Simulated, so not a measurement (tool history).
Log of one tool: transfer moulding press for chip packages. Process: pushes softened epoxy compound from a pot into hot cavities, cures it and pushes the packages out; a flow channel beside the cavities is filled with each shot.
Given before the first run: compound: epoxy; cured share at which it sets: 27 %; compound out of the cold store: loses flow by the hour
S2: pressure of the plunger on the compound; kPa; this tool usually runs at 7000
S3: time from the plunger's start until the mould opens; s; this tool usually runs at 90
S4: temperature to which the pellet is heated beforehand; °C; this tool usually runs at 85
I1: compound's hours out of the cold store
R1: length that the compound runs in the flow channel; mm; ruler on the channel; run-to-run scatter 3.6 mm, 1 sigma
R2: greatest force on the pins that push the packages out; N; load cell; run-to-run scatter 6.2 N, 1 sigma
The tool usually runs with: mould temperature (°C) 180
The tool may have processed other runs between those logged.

{"run": 1, "hour": 0.0, "mould temperature (°C)": 180, "S2": 7000, "S3": 90, "S4": 85, "I1": 46.2, "R1": 672, "R2": 315}
{"run": 2, "hour": 5.5, "mould temperature (°C)": 180, "S2": 7000, "S3": 90, "S4": 85, "I1": 20.9, "R1": 777, "R2": 337}
{"run": 3, "hour": 10.9, "mould temperature (°C)": 180, "S2": 7000, "S3": 90, "S4": 94, "I1": 23.9, "R1": 768, "R2": 352}
{"run": 4, "hour": 21.4, "mould temperature (°C)": 180, "S2": 7000, "S3": 90, "S4": 85, "I1": 24.5, "R1": 762, "R2": 393}
{"hour": 28.0, "done": "cavities cleaned with cleaning compound and waxed"}
{"run": 5, "hour": 32.7, "mould temperature (°C)": 180, "S2": 7000, "S3": 90, "S4": 85, "I1": 13.3, "R1": 815, "R2": 268}
{"run": 6, "hour": 43.3, "mould temperature (°C)": 172, "S2": 7000, "S3": 90, "S4": 85, "I1": 46.6, "R1": 683, "R2": 436}
{"run": 7, "hour": 49.2, "mould temperature (°C)": 180, "S2": 7000, "S3": 77, "S4": 85, "I1": 36.2, "R1": 708, "R2": 420}
{"run": 8, "hour": 55.0, "mould temperature (°C)": 180, "S2": 6480, "S3": 90, "S4": 85, "I1": 19.6, "R1": 756, "R2": 369}
{"run": 9, "hour": 64.8, "mould temperature (°C)": 180, "S2": 7000, "S3": 90, "S4": 75, "I1": 47.3, "R1": 661, "R2": 397}
{"hour": 67.8, "done": "mould's thermocouples calibrated"}
{"hour": 73.2, "done": "cavities cleaned with cleaning compound and waxed"}
{"run": 10, "hour": 77.0, "mould temperature (°C)": 180, "S2": 7000, "S3": 90, "S4": 85, "I1": 16.5, "R1": 793, "R2": 261}
{"hour": 86.1, "done": "plunger's sealing rings changed"}
{"run": 11, "hour": 87.6, "mould temperature (°C)": 180, "S2": 7000, "S3": 90, "S4": 85, "I1": 40.1, "R1": 711, "R2": 290}
{"run": 12, "hour": 95.3, "mould temperature (°C)": 180, "S2": 7000, "S3": 90, "S4": 85, "I1": 30.1, "R1": 761, "R2": 329}
{"run": 13, "hour": 100.2, "mould temperature (°C)": 180, "S2": 7000, "S3": 90, "S4": 85, "I1": 28.9, "R1": 767, "R2": 336}
{"run": 14, "hour": 110.0, "mould temperature (°C)": 180, "S2": 7000, "S3": 90, "S4": 91, "I1": 30.1, "R1": 760, "R2": 368}
{"hour": 118.7, "done": "cavities cleaned with cleaning compound and waxed"}
{"run": 15, "hour": 119.4, "mould temperature (°C)": 180, "S2": 7000, "S3": 90, "S4": 79, "I1": 41.0, "R1": 705, "R2": 246}
{"run": 16, "hour": 126.7, "mould temperature (°C)": 180, "S2": 7000, "S3": 90, "S4": 79, "I1": 30.1, "R1": 762, "R2": 276}
{"hour": 130.7, "done": "mould's thermocouples calibrated, once more"}
{"run": 17, "hour": 134.4, "mould temperature (°C)": 176, "S2": 7000, "S3": 90, "S4": 86, "I1": 34.7, "R1": 738, "R2": 365}
{"run": 18, "hour": 140.5, "mould temperature (°C)": 182, "S2": 7000, "S3": 90, "S4": 82, "I1": 16.8, "R1": 817, "R2": 336}
{"run": 19, "hour": 151.0, "mould temperature (°C)": 184, "S2": 7200, "S3": 90, "S4": 85, "I1": 43.4, "R1": 697, "R2": 357}
{"run": 20, "hour": 157.5, "mould temperature (°C)": 179, "S2": 8050, "S3": 70, "S4": 80, "I1": 29.5, "R1": 811, "R2": 662}
{"hour": 163.9, "done": "cavities cleaned with cleaning compound and waxed"}
{"run": 21, "hour": 163.9, "mould temperature (°C)": 180, "S2": 5780, "S3": 90, "S4": 91, "I1": 36.6, "R1": 662, "R2": 243}
{"run": 22, "hour": 174.2, "mould temperature (°C)": 180, "S2": 5780, "S3": 90, "S4": 91, "I1": 31.7, "R1": 676, "R2": 295}
{"run": 23, "hour": 179.9, "mould temperature (°C)": 180, "S2": 7000, "S3": 122, "S4": 86, "I1": 47.3, "R1": 678, "R2": 284}
{"run": 24, "hour": 184.4, "mould temperature (°C)": 180, "S2": 7000, "S3": 122, "S4": 86, "I1": 26.8, "R1": 769, "R2": 305}
{"run": 25, "hour": 195.2, "mould temperature (°C)": 180, "S2": 7000, "S3": 122, "S4": 86, "I1": 23.6, "R1": 773, "R2": 324}
{"run": 26, "hour": 200.6, "mould temperature (°C)": 180, "S2": 7000, "S3": 122, "S4": 86, "I1": 21.4, "R1": 791, "R2": 337}
{"hour": 207.1, "done": "cavities cleaned with cleaning compound and waxed"}
{"run": 27, "hour": 211.4, "mould temperature (°C)": 180, "S2": 7000, "S3": 122, "S4": 86, "I1": 47.8, "R1": 671, "R2": 231}
{"run": 28, "hour": 218.6, "mould temperature (°C)": 179, "S2": 8540, "S3": 114, "S4": 78, "I1": 26.3, "R1": 849, "R2": 271}

Per-run results on a tool with no hidden state, each run keeping its own random variation:
Hidden conditions of the tool in this case: true mould temperature over the reading, C; pressure that reaches the compound, % of what is set; grip of the stained cavities, % over clean ones'; drift of the gauge itself on flow_mm, %; drift of the gauge itself on push_out_n, %.
run=1 R1=691 R2=234
run=2 R1=799 R2=234
run=3 R1=791 R2=232
run=4 R1=785 R2=240
run=5 R1=840 R2=232
run=6 R1=706 R2=325
run=7 R1=732 R2=290
run=8 R1=783 R2=240
run=9 R1=685 R2=239
run=10 R1=823 R2=239
run=11 R1=714 R2=229
run=12 R1=765 R2=235
run=13 R1=771 R2=227
run=14 R1=766 R2=228
run=15 R1=710 R2=235
run=16 R1=769 R2=226
run=17 R1=743 R2=266
run=18 R1=823 R2=228
run=19 R1=703 R2=221
run=20 R1=819 R2=387
run=21 R1=669 R2=234
run=22 R1=684 R2=233
run=23 R1=686 R2=205
run=24 R1=779 R2=211
run=25 R1=784 R2=201
run=26 R1=803 R2=201
run=27 R1=682 R2=204
run=28 R1=864 R2=211
